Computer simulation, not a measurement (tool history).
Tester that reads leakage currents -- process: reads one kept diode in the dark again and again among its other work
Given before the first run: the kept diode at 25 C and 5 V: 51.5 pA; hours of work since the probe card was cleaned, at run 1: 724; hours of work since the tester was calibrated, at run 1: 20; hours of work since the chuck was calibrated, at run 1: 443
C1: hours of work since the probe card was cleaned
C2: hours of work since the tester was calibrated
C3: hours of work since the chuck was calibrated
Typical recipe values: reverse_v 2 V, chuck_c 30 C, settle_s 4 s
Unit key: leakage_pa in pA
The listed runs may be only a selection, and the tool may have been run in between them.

{"run": 1, "hour": 0.0, "reverse_v": 2, "chuck_c": 30, "settle_s": 4, "C1": 724, "C2": 20, "C3": 443, "leakage_pa": 54.48}
{"run": 2, "hour": 130.9, "reverse_v": 2, "chuck_c": 30, "settle_s": 4, "C1": 803, "C2": 100, "C3": 523, "leakage_pa": 55.1}
{"run": 3, "hour": 237.3, "reverse_v": 2, "chuck_c": 30, "settle_s": 4, "C1": 868, "C2": 164, "C3": 587, "leakage_pa": 55.58}
{"run": 4, "hour": 323.4, "reverse_v": 2, "chuck_c": 30, "settle_s": 4, "C1": 920, "C2": 216, "C3": 639, "leakage_pa": 55.65}
{"run": 5, "hour": 405.9, "reverse_v": 2, "chuck_c": 30, "settle_s": 4, "C1": 970, "C2": 267, "C3": 689, "leakage_pa": 55.98}
{"run": 6, "hour": 477.1, "reverse_v": 2, "chuck_c": 28, "settle_s": 4, "C1": 1013, "C2": 310, "C3": 733, "leakage_pa": 46.74}
{"run": 7, "hour": 638.8, "reverse_v": 2.57, "chuck_c": 30, "settle_s": 4, "C1": 1111, "C2": 408, "C3": 831, "leakage_pa": 64.64}
{"run": 8, "hour": 788.1, "reverse_v": 2.57, "chuck_c": 30, "settle_s": 0.48, "C1": 1202, "C2": 498, "C3": 921, "leakage_pa": 66.82}
{"run": 9, "hour": 881.1, "reverse_v": 2.57, "chuck_c": 30, "settle_s": 0.48, "C1": 1258, "C2": 555, "C3": 978, "leakage_pa": 66.65}
{"run": 10, "hour": 988.4, "reverse_v": 2, "chuck_c": 25, "settle_s": 4, "C1": 1323, "C2": 620, "C3": 1043, "leakage_pa": 36.61}
{"run": 11, "hour": 1114.6, "reverse_v": 13.67, "chuck_c": 25, "settle_s": 0.41, "C1": 1400, "C2": 696, "C3": 1119, "leakage_pa": 115.01}
{"run": 12, "hour": 1195.2, "reverse_v": 3.04, "chuck_c": 25, "settle_s": 0.42, "C1": 1449, "C2": 745, "C3": 1168, "leakage_pa": 48.44}
{"hour": 1227.6, "done": "chuck's temperature calibrated"}
{"run": 13, "hour": 1284.2, "reverse_v": 19.91, "chuck_c": 34, "settle_s": 1.68, "C1": 1502, "C2": 798, "C3": 34, "leakage_pa": 262.56}
{"run": 14, "hour": 1415.7, "reverse_v": 19.91, "chuck_c": 34, "settle_s": 1.68, "C1": 1581, "C2": 878, "C3": 114, "leakage_pa": 266.39}
{"run": 15, "hour": 1555.5, "reverse_v": 19.91, "chuck_c": 34, "settle_s": 1.68, "C1": 1666, "C2": 963, "C3": 199, "leakage_pa": 268.81}
{"run": 16, "hour": 1641.2, "reverse_v": 2, "chuck_c": 30, "settle_s": 1.61, "C1": 1718, "C2": 1015, "C3": 251, "leakage_pa": 56.01}
{"run": 17, "hour": 1799.0, "reverse_v": 3.79, "chuck_c": 52, "settle_s": 2.71, "C1": 1814, "C2": 1110, "C3": 347, "leakage_pa": 513.57}
{"run": 18, "hour": 1935.5, "reverse_v": 3.79, "chuck_c": 52, "settle_s": 2.71, "C1": 1897, "C2": 1193, "C3": 429, "leakage_pa": 510.61}
{"run": 19, "hour": 2085.7, "reverse_v": 1.17, "chuck_c": 50, "settle_s": 8.91, "C1": 1988, "C2": 1284, "C3": 521, "leakage_pa": 241.6}

Predict each of these 5 candidate next runs independently; none follows another, all start after run 19:
{"run": "A", "hour": 2214.2, "reverse_v": 1.07, "chuck_c": 21, "settle_s": 8.91, "C1": 2066, "C2": 1362, "C3": 599, "leakage_pa": "?"}
{"run": "B", "hour": 2214.2, "reverse_v": 6.95, "chuck_c": 33, "settle_s": 2.25, "C1": 2066, "C2": 1362, "C3": 599, "leakage_pa": "?"}
{"run": "C", "hour": 2214.2, "reverse_v": 2.17, "chuck_c": 34, "settle_s": 0.47, "C1": 2066, "C2": 1362, "C3": 599, "leakage_pa": "?"}
{"run": "D", "hour": 2214.2, "reverse_v": 1.17, "chuck_c": 29, "settle_s": 0.35, "C1": 2066, "C2": 1362, "C3": 599, "leakage_pa": "?"}
{"run": "E", "hour": 2214.2, "reverse_v": 3.99, "chuck_c": 26, "settle_s": 8.91, "C1": 2066, "C2": 1362, "C3": 599, "leakage_pa": "?"}

run=A leakage_pa=18.14
run=B leakage_pa=143.97
run=C leakage_pa=86.25
run=D leakage_pa=40.49
run=E leakage_pa=58.03
The same runs, with their run-to-run variation unchanged, on a tool lacking any hidden condition would have given:
run=A leakage_pa=16.16
run=B leakage_pa=130.46
run=C leakage_pa=80.57
run=D leakage_pa=37.61
run=E leakage_pa=51.07
